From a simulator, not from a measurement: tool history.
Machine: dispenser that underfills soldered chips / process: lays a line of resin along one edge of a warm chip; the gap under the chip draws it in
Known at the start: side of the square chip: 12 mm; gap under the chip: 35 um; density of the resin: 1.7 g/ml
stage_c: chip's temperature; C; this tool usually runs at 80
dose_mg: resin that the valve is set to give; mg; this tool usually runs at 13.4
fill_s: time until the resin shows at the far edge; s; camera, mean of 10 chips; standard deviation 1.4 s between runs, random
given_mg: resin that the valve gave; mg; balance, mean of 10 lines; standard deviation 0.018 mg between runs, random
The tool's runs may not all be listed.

run	hour	stage_c	dose_mg	fill_s	given_mg
1	0	80	13.4	153.4	13.24
2	4.8	80	13.4	204.8	13.19
3	8.9	80	13.4	257.2	13.2
# hour 13.7: new syringe of resin
4	16.4	80	13.4	164	13.16
5	22.6	80	13.4	230.3	13.13
6	27.9	80	13.4	315.7	13.09
# hour 29.3: new syringe of resin
7	32.4	80	13.4	164.9	13.08
8	37.8	70	13.4	328.1	13.06
# hour 41: dispensing valve cleaned and set on the balance
9	41.9	70	13.4	385.5	13.43
# hour 45.9: new syringe of resin
10	46.2	70	12.1	204.1	12.13
11	53.1	86	13.4	169.7	13.39
12	58.1	86	13.4	229.6	13.36
# hour 61.3: new syringe of resin
13	61.6	86	13.4	114.5	13.33
14	66	86	13.4	149.8	13.3
15	73.1	86	13.4	221.2	13.28
# hour 76.7: new syringe of resin
16	77.4	86	13.4	117.6	13.29
17	83.8	80	13.4	209.5	13.24
18	89.7	80	13.4	293.9	13.22
# hour 92.2: new syringe of resin
19	94.8	80	14.5	165	14.26
20	101.9	88	14	190.8	13.71
21	105.8	91	15.5	213.5	15.18
# hour 107.9: new syringe of resin
22	109.8	91	15.5	108	15.14
23	116.3	73	12.8	298.7	12.48
24	120	67	15.1	451.3	14.73
# hour 122.2: dispensing valve cleaned and set on the balance
# hour 124.5: new syringe of resin
25	126.6	67	15.1	261.4	15.04
26	133.1	80	14	226	13.88
27	137.2	71	16.4	394.6	16.28

What does the tool deliver on the next run?
# hour 140.1: new syringe of resin
28	144.7	93	11.6	?	?

{"run 28": {"fill_s": 124.2, "given_mg": 11.48}}
Without the tool's hidden state the same run would have given fill_s 88.1 s, given_mg 11.6 mg.
